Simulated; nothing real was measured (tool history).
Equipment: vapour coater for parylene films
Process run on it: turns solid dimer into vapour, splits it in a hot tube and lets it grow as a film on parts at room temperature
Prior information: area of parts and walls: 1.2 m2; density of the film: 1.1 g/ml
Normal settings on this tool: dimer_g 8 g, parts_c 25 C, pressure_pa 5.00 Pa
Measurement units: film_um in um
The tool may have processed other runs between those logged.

Run 1, hour 0.0: usual settings. Result: film_um 4.03 um.
Run 2, hour 13.0: usual settings. Result: film_um 4.02 um.
Run 3, hour 23.7: usual settings. Result: film_um 4.01 um.
Run 4, hour 35.8: usual settings. Result: film_um 4.05 um.
Run 5, hour 49.5: usual settings. Result: film_um 4.06 um.
Run 6, hour 64.4: usual settings but dimer_g 7 g. Result: film_um 3.52 um.
Run 7, hour 74.9: usual settings but dimer_g 7 g. Result: film_um 3.41 um.
Run 8, hour 86.9: usual settings. Result: film_um 3.97 um.
Run 9, hour 100.8: usual settings. Result: film_um 3.98 um.
Run 10, hour 113.1: usual settings. Result: film_um 4.03 um.
Run 11, hour 129.9: usual settings but dimer_g 5 g. Result: film_um 2.47 um.
At hour 131.7: table's thermometer calibrated.
Run 12, hour 138.3: usual settings but dimer_g 5 g, pressure_pa 4.57 Pa. Result: film_um 2.47 um.
Run 13, hour 150.2: usual settings but pressure_pa 2.69 Pa. Result: film_um 4.52 um.
Run 14, hour 161.3: usual settings but pressure_pa 3.97 Pa. Result: film_um 4.17 um.
Run 15, hour 173.2: usual settings but dimer_g 7 g. Result: film_um 3.46 um.
Run 16, hour 189.1: usual settings. Result: film_um 4.02 um.
Run 17, hour 202.8: usual settings. Result: film_um 3.94 um.
Run 18, hour 211.2: usual settings. Result: film_um 3.89 um.
At hour 218.1: table's thermometer calibrated, once more.
Run 19, hour 226.2: usual settings. Result: film_um 3.91 um.
Run 20, hour 242.0: usual settings but parts_c 18 C. Result: film_um 4.66 um.
Run 21, hour 253.7: usual settings but parts_c 18 C. Result: film_um 4.72 um.
Run 22, hour 268.1: usual settings but dimer_g 9 g, pressure_pa 2.65 Pa. Result: film_um 4.89 um.
Run 23, hour 279.8: usual settings but parts_c 23 C, pressure_pa 6.41 Pa. Result: film_um 3.81 um.
At hour 290.0: trap's valve overhauled.
Run 24, hour 292.5: usual settings but dimer_g 12 g, pressure_pa 4.43 Pa. Result: film_um 6.38 um.
Run 25, hour 307.2: usual settings but dimer_g 12 g, pressure_pa 4.43 Pa. Result: film_um 6.48 um.
Run 26, hour 324.0: usual settings but dimer_g 12 g, pressure_pa 4.43 Pa. Result: film_um 6.51 um.
Run 27, hour 340.0: usual settings. Result: film_um 4.21 um.
Run 28, hour 350.1: usual settings but dimer_g 11 g, pressure_pa 5.20 Pa. Result: film_um 5.79 um.
Run 29, hour 365.7: usual settings but dimer_g 11 g, pressure_pa 5.20 Pa. Result: film_um 5.61 um.
Run 30, hour 377.5: usual settings but dimer_g 10 g, pressure_pa 5.20 Pa. Result: film_um 5.18 um.
Run 31, hour 391.3: usual settings but dimer_g 3 g, parts_c 19 C, pressure_pa 3.20 Pa. Result: film_um 2.02 um.
Run 32, hour 399.1: usual settings but dimer_g 4 g, parts_c 23 C. Result: film_um 2.20 um.
Run 33, hour 408.8: usual settings but dimer_g 13 g, parts_c 32 C. Result: film_um 5.77 um.
Run 34, hour 420.1: usual settings but dimer_g 13 g, parts_c 32 C. Result: film_um 5.63 um.
Run 35, hour 430.5: usual settings but dimer_g 4 g, parts_c 19 C. Result: film_um 2.41 um.
Run 36, hour 441.3: usual settings but dimer_g 4 g, parts_c 24 C. Result: film_um 2.09 um.
Run 37, hour 456.9: usual settings but dimer_g 4 g, parts_c 24 C. Result: film_um 2.07 um.

Here are 5 independent what-if runs from the current tool condition. What would each one return?
Run A, hour 464.7: usual settings but dimer_g 4 g, parts_c 36 C. Result: film_um ?.
Run B, hour 464.7: usual settings but dimer_g 13 g, pressure_pa 3.92 Pa. Result: film_um ?.
Run C, hour 464.7: usual settings but pressure_pa 9.00 Pa. Result: film_um ?.
Run D, hour 464.7: usual settings but dimer_g 14 g, parts_c 27 C, pressure_pa 3.82 Pa. Result: film_um ?.
Run E, hour 464.7: usual settings but dimer_g 3 g. Result: film_um ?.

run  film_um
  A     1.55
  B     7.13
  C     3.63
  D     7.29
  E     1.56
Without the tool's hidden state the same runs would have given:
run  film_um
  A     1.58
  B     7.26
  C     3.70
  D     7.43
  E     1.58
